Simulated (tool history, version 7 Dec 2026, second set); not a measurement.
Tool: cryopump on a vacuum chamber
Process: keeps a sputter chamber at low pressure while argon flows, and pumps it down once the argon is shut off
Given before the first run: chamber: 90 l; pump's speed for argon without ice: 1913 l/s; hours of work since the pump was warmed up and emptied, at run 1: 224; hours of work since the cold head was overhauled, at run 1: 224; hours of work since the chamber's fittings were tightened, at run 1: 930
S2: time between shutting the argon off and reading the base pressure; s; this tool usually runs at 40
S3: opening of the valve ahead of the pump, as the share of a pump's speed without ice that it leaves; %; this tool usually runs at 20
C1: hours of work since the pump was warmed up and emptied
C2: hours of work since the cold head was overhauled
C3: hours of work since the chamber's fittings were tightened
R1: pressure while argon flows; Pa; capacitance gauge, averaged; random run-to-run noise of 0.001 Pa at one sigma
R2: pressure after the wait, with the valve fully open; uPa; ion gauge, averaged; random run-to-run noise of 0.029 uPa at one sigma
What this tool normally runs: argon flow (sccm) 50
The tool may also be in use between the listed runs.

{"run": 1, "hour": 0.0, "argon flow (sccm)": 50, "S2": 40, "S3": 20, "C1": 224, "C2": 224, "C3": 930, "R1": 0.2232, "R2": 1.86}
{"run": 2, "hour": 30.8, "argon flow (sccm)": 50, "S2": 40, "S3": 20, "C1": 242, "C2": 242, "C3": 948, "R1": 0.2229, "R2": 1.85}
{"run": 3, "hour": 101.1, "argon flow (sccm)": 27, "S2": 40, "S3": 20, "C1": 283, "C2": 283, "C3": 989, "R1": 0.1206, "R2": 1.82}
{"run": 4, "hour": 166.9, "argon flow (sccm)": 50, "S2": 40, "S3": 20, "C1": 322, "C2": 322, "C3": 1028, "R1": 0.223, "R2": 1.98}
{"run": 5, "hour": 242.1, "argon flow (sccm)": 50, "S2": 40, "S3": 20, "C1": 366, "C2": 366, "C3": 1072, "R1": 0.2234, "R2": 1.94}
{"run": 6, "hour": 273.3, "argon flow (sccm)": 50, "S2": 40, "S3": 20, "C1": 384, "C2": 384, "C3": 1090, "R1": 0.2244, "R2": 1.95}
{"run": 7, "hour": 345.4, "argon flow (sccm)": 50, "S2": 40, "S3": 20, "C1": 426, "C2": 426, "C3": 1132, "R1": 0.2245, "R2": 1.91}
{"run": 8, "hour": 403.3, "argon flow (sccm)": 50, "S2": 40, "S3": 20, "C1": 460, "C2": 460, "C3": 1166, "R1": 0.2259, "R2": 1.96}
{"run": 9, "hour": 435.7, "argon flow (sccm)": 50, "S2": 40, "S3": 20, "C1": 479, "C2": 479, "C3": 1185, "R1": 0.2271, "R2": 1.98}
{"run": 10, "hour": 498.9, "argon flow (sccm)": 50, "S2": 40, "S3": 20, "C1": 516, "C2": 516, "C3": 1222, "R1": 0.2263, "R2": 1.93}
{"run": 11, "hour": 557.5, "argon flow (sccm)": 50, "S2": 40, "S3": 20, "C1": 550, "C2": 550, "C3": 1256, "R1": 0.2282, "R2": 2.01}
{"run": 12, "hour": 629.4, "argon flow (sccm)": 50, "S2": 40, "S3": 20, "C1": 592, "C2": 592, "C3": 1298, "R1": 0.2278, "R2": 2.1}
{"run": 13, "hour": 671.1, "argon flow (sccm)": 50, "S2": 40, "S3": 17, "C1": 616, "C2": 616, "C3": 1323, "R1": 0.2665, "R2": 2.09}
{"run": 14, "hour": 717.7, "argon flow (sccm)": 50, "S2": 83, "S3": 17, "C1": 644, "C2": 644, "C3": 1350, "R1": 0.2689, "R2": 1.45}
{"run": 15, "hour": 772.5, "argon flow (sccm)": 50, "S2": 83, "S3": 17, "C1": 676, "C2": 676, "C3": 1382, "R1": 0.2661, "R2": 1.52}
{"run": 16, "hour": 812.0, "argon flow (sccm)": 50, "S2": 83, "S3": 17, "C1": 699, "C2": 699, "C3": 1405, "R1": 0.2676, "R2": 1.48}
{"run": 17, "hour": 858.1, "argon flow (sccm)": 50, "S2": 83, "S3": 17, "C1": 726, "C2": 726, "C3": 1432, "R1": 0.2661, "R2": 1.53}
{"run": 18, "hour": 923.3, "argon flow (sccm)": 50, "S2": 83, "S3": 17, "C1": 764, "C2": 764, "C3": 1470, "R1": 0.2671, "R2": 1.53}
{"run": 19, "hour": 986.3, "argon flow (sccm)": 50, "S2": 41, "S3": 17, "C1": 801, "C2": 801, "C3": 1507, "R1": 0.268, "R2": 2.13}
{"run": 20, "hour": 1034.2, "argon flow (sccm)": 50, "S2": 41, "S3": 17, "C1": 829, "C2": 829, "C3": 1535, "R1": 0.2719, "R2": 2.21}
{"run": 21, "hour": 1104.5, "argon flow (sccm)": 50, "S2": 41, "S3": 16, "C1": 870, "C2": 870, "C3": 1576, "R1": 0.2861, "R2": 2.19}
{"run": 22, "hour": 1163.5, "argon flow (sccm)": 74, "S2": 39, "S3": 44, "C1": 904, "C2": 904, "C3": 1611, "R1": 0.1642, "R2": 2.31}
{"run": 23, "hour": 1223.1, "argon flow (sccm)": 74, "S2": 39, "S3": 44, "C1": 939, "C2": 939, "C3": 1645, "R1": 0.1669, "R2": 2.28}
{"run": 24, "hour": 1282.4, "argon flow (sccm)": 80, "S2": 39, "S3": 42, "C1": 974, "C2": 974, "C3": 1680, "R1": 0.1879, "R2": 2.39}
{"run": 25, "hour": 1341.4, "argon flow (sccm)": 22, "S2": 39, "S3": 39, "C1": 1008, "C2": 1008, "C3": 1715, "R1": 0.0553, "R2": 2.38}
{"run": 26, "hour": 1402.8, "argon flow (sccm)": 22, "S2": 39, "S3": 39, "C1": 1044, "C2": 1044, "C3": 1750, "R1": 0.0553, "R2": 2.39}
{"run": 27, "hour": 1476.9, "argon flow (sccm)": 22, "S2": 39, "S3": 39, "C1": 1088, "C2": 1088, "C3": 1794, "R1": 0.0549, "R2": 2.45}
{"run": 28, "hour": 1510.8, "argon flow (sccm)": 22, "S2": 66, "S3": 39, "C1": 1107, "C2": 1107, "C3": 1814, "R1": 0.0555, "R2": 1.95}
{"run": 29, "hour": 1558.9, "argon flow (sccm)": 31, "S2": 65, "S3": 27, "C1": 1136, "C2": 1136, "C3": 1842, "R1": 0.1102, "R2": 2.0}

5 options for the next run, each taken on its own from the tool as it stands now. Forecast them:
{"hour": 1599.3, "done": "pump warmed up, emptied and cooled again"}
{"run": "A", "hour": 1599.3, "argon flow (sccm)": 60, "S2": 40, "S3": 36, "C1": 0, "C2": 1156, "C3": 1862, "R1": "?", "R2": "?"}
{"hour": 1599.3, "done": "pump warmed up, emptied and cooled again"}
{"run": "B", "hour": 1599.3, "argon flow (sccm)": 50, "S2": 40, "S3": 30, "C1": 0, "C2": 1156, "C3": 1862, "R1": "?", "R2": "?"}
{"hour": 1599.3, "done": "pump warmed up, emptied and cooled again"}
{"run": "C", "hour": 1599.3, "argon flow (sccm)": 28, "S2": 60, "S3": 19, "C1": 0, "C2": 1156, "C3": 1862, "R1": "?", "R2": "?"}
{"hour": 1599.3, "done": "pump warmed up, emptied and cooled again"}
{"run": "D", "hour": 1599.3, "argon flow (sccm)": 50, "S2": 27, "S3": 20, "C1": 0, "C2": 1156, "C3": 1862, "R1": "?", "R2": "?"}
{"hour": 1599.3, "done": "pump warmed up, emptied and cooled again"}
{"run": "E", "hour": 1599.3, "argon flow (sccm)": 73, "S2": 109, "S3": 49, "C1": 0, "C2": 1156, "C3": 1862, "R1": "?", "R2": "?"}

run=A R1=0.1483 R2=2.22
run=B R1=0.1481 R2=2.15
run=C R1=0.1310 R2=1.79
run=D R1=0.2209 R2=2.75
run=E R1=0.1321 R2=1.40
Had the tool no hidden state, the same runs would have come out as:
run=A R1=0.1476 R2=1.41
run=B R1=0.1475 R2=1.36
run=C R1=0.1306 R2=1.00
run=D R1=0.2203 R2=1.97
run=E R1=0.1312 R2=0.60

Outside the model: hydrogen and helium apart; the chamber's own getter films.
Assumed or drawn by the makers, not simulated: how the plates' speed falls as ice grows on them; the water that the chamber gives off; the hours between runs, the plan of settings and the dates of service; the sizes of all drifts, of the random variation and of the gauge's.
